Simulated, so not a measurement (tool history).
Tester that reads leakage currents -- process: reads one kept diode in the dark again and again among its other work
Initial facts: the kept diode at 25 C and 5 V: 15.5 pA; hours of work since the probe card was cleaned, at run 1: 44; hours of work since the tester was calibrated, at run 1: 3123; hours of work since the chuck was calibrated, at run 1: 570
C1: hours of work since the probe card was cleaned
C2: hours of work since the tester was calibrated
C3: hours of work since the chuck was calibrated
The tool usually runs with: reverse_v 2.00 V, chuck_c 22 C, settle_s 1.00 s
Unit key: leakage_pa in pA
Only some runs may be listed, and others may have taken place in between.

{"run": 1, "hour": 0.0, "reverse_v": 2.0, "chuck_c": 22, "settle_s": 1.0, "C1": 44, "C2": 3123, "C3": 570, "leakage_pa": 8.63}
{"run": 2, "hour": 109.8, "reverse_v": 2.0, "chuck_c": 22, "settle_s": 1.0, "C1": 102, "C2": 3182, "C3": 629, "leakage_pa": 8.57}
{"hour": 164.9, "done": "tester calibrated"}
{"run": 3, "hour": 189.0, "reverse_v": 3.61, "chuck_c": 22, "settle_s": 1.0, "C1": 144, "C2": 13, "C3": 671, "leakage_pa": 11.87}
{"run": 4, "hour": 352.7, "reverse_v": 2.0, "chuck_c": 23, "settle_s": 1.0, "C1": 232, "C2": 101, "C3": 759, "leakage_pa": 9.76}
{"run": 5, "hour": 471.9, "reverse_v": 2.0, "chuck_c": 22, "settle_s": 1.0, "C1": 296, "C2": 165, "C3": 822, "leakage_pa": 9.13}
{"run": 6, "hour": 622.4, "reverse_v": 2.0, "chuck_c": 22, "settle_s": 1.0, "C1": 376, "C2": 245, "C3": 903, "leakage_pa": 9.25}
{"run": 7, "hour": 779.9, "reverse_v": 2.0, "chuck_c": 22, "settle_s": 1.0, "C1": 461, "C2": 330, "C3": 988, "leakage_pa": 9.36}
{"run": 8, "hour": 941.6, "reverse_v": 2.0, "chuck_c": 22, "settle_s": 1.0, "C1": 548, "C2": 417, "C3": 1074, "leakage_pa": 9.54}
{"run": 9, "hour": 1072.5, "reverse_v": 2.0, "chuck_c": 30, "settle_s": 1.0, "C1": 618, "C2": 487, "C3": 1145, "leakage_pa": 18.22}
{"run": 10, "hour": 1166.6, "reverse_v": 2.0, "chuck_c": 22, "settle_s": 1.0, "C1": 668, "C2": 537, "C3": 1195, "leakage_pa": 9.79}
{"run": 11, "hour": 1270.1, "reverse_v": 2.0, "chuck_c": 22, "settle_s": 1.0, "C1": 724, "C2": 593, "C3": 1251, "leakage_pa": 9.82}
{"run": 12, "hour": 1379.8, "reverse_v": 13.34, "chuck_c": 22, "settle_s": 1.0, "C1": 783, "C2": 652, "C3": 1309, "leakage_pa": 30.51}
{"run": 13, "hour": 1472.2, "reverse_v": 13.34, "chuck_c": 22, "settle_s": 1.0, "C1": 832, "C2": 701, "C3": 1359, "leakage_pa": 31.0}
{"run": 14, "hour": 1601.8, "reverse_v": 13.34, "chuck_c": 22, "settle_s": 2.38, "C1": 902, "C2": 771, "C3": 1429, "leakage_pa": 30.46}
{"run": 15, "hour": 1697.0, "reverse_v": 13.34, "chuck_c": 22, "settle_s": 2.38, "C1": 953, "C2": 822, "C3": 1480, "leakage_pa": 30.82}
{"run": 16, "hour": 1813.0, "reverse_v": 13.34, "chuck_c": 39, "settle_s": 6.08, "C1": 1015, "C2": 884, "C3": 1542, "leakage_pa": 95.25}
{"run": 17, "hour": 1972.9, "reverse_v": 13.34, "chuck_c": 25, "settle_s": 0.74, "C1": 1101, "C2": 970, "C3": 1628, "leakage_pa": 40.75}
{"run": 18, "hour": 2072.3, "reverse_v": 1.67, "chuck_c": 43, "settle_s": 1.5, "C1": 1154, "C2": 1023, "C3": 1681, "leakage_pa": 48.2}
{"run": 19, "hour": 2239.1, "reverse_v": 1.67, "chuck_c": 43, "settle_s": 1.5, "C1": 1244, "C2": 1113, "C3": 1770, "leakage_pa": 48.36}
{"run": 20, "hour": 2361.4, "reverse_v": 1.67, "chuck_c": 43, "settle_s": 1.5, "C1": 1309, "C2": 1178, "C3": 1836, "leakage_pa": 48.28}
{"hour": 2398.5, "done": "chuck's temperature calibrated"}
{"run": 21, "hour": 2441.4, "reverse_v": 2.0, "chuck_c": 22, "settle_s": 2.55, "C1": 1351, "C2": 1220, "C3": 23, "leakage_pa": 10.0}

Run 22 is up next; what results do you expect?
{"run": 22, "hour": 2527.9, "reverse_v": 11.84, "chuck_c": 48, "settle_s": 2.55, "C1": 1397, "C2": 1267, "C3": 69, "leakage_pa": "?"}

leakage_pa: 165.58 pA
Without the tool's hidden state the same run would have given leakage_pa 154.86 pA.
